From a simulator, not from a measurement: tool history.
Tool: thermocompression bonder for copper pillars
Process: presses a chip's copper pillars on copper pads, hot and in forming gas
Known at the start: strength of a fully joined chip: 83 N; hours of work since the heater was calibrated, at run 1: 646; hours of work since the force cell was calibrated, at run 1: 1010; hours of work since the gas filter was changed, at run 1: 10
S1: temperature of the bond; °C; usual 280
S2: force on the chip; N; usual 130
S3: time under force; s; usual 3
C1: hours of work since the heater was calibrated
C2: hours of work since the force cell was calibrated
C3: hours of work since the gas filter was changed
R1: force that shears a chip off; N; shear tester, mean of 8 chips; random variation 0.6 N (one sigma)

run 1 hour=0.0 | S1=280 S2=130 S3=3 | C1=646 C2=1010 C3=10 | R1=37.7
run 2 hour=38.9 | S1=280 S2=145 S3=3 | C1=668 C2=1032 C3=32 | R1=40.0
run 3 hour=68.5 | S1=280 S2=130 S3=3 | C1=685 C2=1049 C3=49 | R1=36.8
-- hour=99.9 force cell calibrated
run 4 hour=108.3 | S1=280 S2=130 S3=3 | C1=707 C2=5 C3=71 | R1=38.4
-- hour=129.7 heater calibrated with a thermocouple chip
run 5 hour=138.9 | S1=280 S2=107 S3=3 | C1=5 C2=21 C3=87 | R1=29.2
run 6 hour=189.3 | S1=257 S2=107 S3=3 | C1=34 C2=50 C3=116 | R1=19.0
run 7 hour=234.6 | S1=257 S2=107 S3=3 | C1=59 C2=75 C3=141 | R1=19.7
run 8 hour=272.3 | S1=280 S2=130 S3=5 | C1=81 C2=97 C3=163 | R1=40.2
run 9 hour=306.6 | S1=280 S2=130 S3=4 | C1=100 C2=116 C3=182 | R1=36.8
run 10 hour=356.9 | S1=280 S2=130 S3=3 | C1=129 C2=144 C3=211 | R1=31.1
run 11 hour=379.8 | S1=280 S2=130 S3=3 | C1=142 C2=157 C3=224 | R1=32.9
run 12 hour=430.8 | S1=309 S2=130 S3=3 | C1=170 C2=186 C3=252 | R1=47.4
run 13 hour=477.0 | S1=309 S2=130 S3=2 | C1=197 C2=212 C3=279 | R1=41.0
run 14 hour=526.8 | S1=309 S2=130 S3=2 | C1=225 C2=241 C3=307 | R1=41.6
run 15 hour=549.3 | S1=280 S2=130 S3=3 | C1=238 C2=253 C3=319 | R1=30.7
run 16 hour=573.2 | S1=280 S2=189 S3=3 | C1=251 C2=267 C3=333 | R1=39.5
-- hour=581.8 forming gas filter changed
run 17 hour=624.1 | S1=280 S2=189 S3=3 | C1=280 C2=295 C3=24 | R1=44.6
run 18 hour=662.9 | S1=280 S2=130 S3=3 | C1=302 C2=317 C3=46 | R1=34.7
run 19 hour=697.9 | S1=280 S2=130 S3=3 | C1=321 C2=337 C3=66 | R1=34.8
run 20 hour=740.1 | S1=280 S2=130 S3=3 | C1=345 C2=361 C3=90 | R1=34.6
run 21 hour=768.9 | S1=280 S2=130 S3=3 | C1=362 C2=377 C3=106 | R1=35.4
run 22 hour=817.6 | S1=278 S2=169 S3=6 | C1=389 C2=405 C3=134 | R1=49.0
run 23 hour=853.9 | S1=278 S2=169 S3=6 | C1=410 C2=426 C3=154 | R1=49.6
run 24 hour=882.1 | S1=269 S2=106 S3=3 | C1=426 C2=441 C3=170 | R1=23.8
run 25 hour=903.5 | S1=265 S2=84 S3=4 | C1=438 C2=454 C3=182 | R1=23.4
run 26 hour=930.7 | S1=300 S2=130 S3=3 | C1=453 C2=469 C3=198 | R1=45.3
run 27 hour=975.2 | S1=258 S2=146 S3=3 | C1=478 C2=494 C3=223 | R1=26.1
run 28 hour=1010.2 | S1=260 S2=100 S3=4 | C1=498 C2=514 C3=243 | R1=23.1
run 29 hour=1037.2 | S1=260 S2=100 S3=4 | C1=514 C2=529 C3=258 | R1=23.3
run 30 hour=1066.5 | S1=260 S2=100 S3=4 | C1=530 C2=546 C3=274 | R1=22.2
run 31 hour=1110.7 | S1=261 S2=100 S3=4 | C1=555 C2=571 C3=299 | R1=23.4
run 32 hour=1137.1 | S1=261 S2=100 S3=4 | C1=570 C2=586 C3=314 | R1=23.1
run 33 hour=1176.9 | S1=261 S2=100 S3=4 | C1=593 C2=608 C3=337 | R1=23.4
-- hour=1179.7 forming gas filter changed
run 34 hour=1213.3 | S1=297 S2=189 S3=3 | C1=613 C2=629 C3=19 | R1=56.8
run 35 hour=1249.0 | S1=280 S2=95 S3=2 | C1=633 C2=649 C3=39 | R1=26.1
run 36 hour=1291.7 | S1=280 S2=95 S3=2 | C1=657 C2=673 C3=63 | R1=25.5
run 37 hour=1340.2 | S1=280 S2=95 S3=2 | C1=685 C2=701 C3=91 | R1=25.7
run 38 hour=1371.8 | S1=274 S2=151 S3=4 | C1=703 C2=718 C3=109 | R1=42.1

The next listed run, before its measurement:
-- hour=1398.7 heater calibrated with a thermocouple chip
run 39 hour=1422.4 | S1=274 S2=151 S3=4 | C1=13 C2=746 C3=136 | R1=?

{"run 39": {"R1": 35.4}}
Without the tool's hidden state the same run would have given R1 37.4 N.
